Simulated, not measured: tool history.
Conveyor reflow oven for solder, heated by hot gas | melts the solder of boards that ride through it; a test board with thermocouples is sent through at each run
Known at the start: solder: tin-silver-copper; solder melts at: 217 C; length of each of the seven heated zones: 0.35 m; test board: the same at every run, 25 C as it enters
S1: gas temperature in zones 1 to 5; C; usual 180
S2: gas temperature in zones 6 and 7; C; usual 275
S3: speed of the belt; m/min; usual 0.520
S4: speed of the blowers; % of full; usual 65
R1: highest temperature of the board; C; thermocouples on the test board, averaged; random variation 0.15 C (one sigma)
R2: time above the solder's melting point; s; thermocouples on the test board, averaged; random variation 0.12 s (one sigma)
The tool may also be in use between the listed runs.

run	hour	S1	S2	S3	S4	R1	R2
1	0.0	180	275	0.520	65	256.7	66.5
2	22.4	172	275	0.520	65	255.1	62.0
3	37.5	180	275	0.520	65	256.3	66.2
4	69.2	180	275	0.520	65	256.5	66.1
5	87.5	180	275	0.520	65	256.8	66.1
6	103.7	180	275	0.520	65	256.3	66.3
7	120.0	180	275	0.520	65	256.2	66.0
# hour 126.6: belt drive overhauled, speed set with a stopwatch
8	146.2	182	270	0.440	55	254.6	79.1
9	172.1	180	286	0.520	64	265.4	72.1
10	194.6	180	286	0.520	64	265.1	71.9
11	220.9	180	282	0.555	62	258.6	63.0
# hour 240.6: belt drive overhauled, speed set with a stopwatch, once more
12	243.0	173	284	0.555	62	257.4	58.1
13	263.7	173	284	0.555	62	257.5	58.3
14	287.6	173	284	0.555	62	257.2	57.8

4 ways to go on from here, each from the tool as it stands after run 14. What would each give?
A	312.6	180	275	0.586	65	?	?
B	312.6	173	284	0.486	67	?	?
C	312.6	180	275	0.516	65	?	?
D	312.6	168	284	0.555	62	?	?

run	R1	R2
A	250.4	52.3
B	264.0	72.2
C	255.1	64.5
D	256.2	55.5
Without the tool's hidden state the same runs would have given:
run	R1	R2
A	252.9	54.3
B	266.4	73.7
C	257.4	66.2
D	258.8	57.4

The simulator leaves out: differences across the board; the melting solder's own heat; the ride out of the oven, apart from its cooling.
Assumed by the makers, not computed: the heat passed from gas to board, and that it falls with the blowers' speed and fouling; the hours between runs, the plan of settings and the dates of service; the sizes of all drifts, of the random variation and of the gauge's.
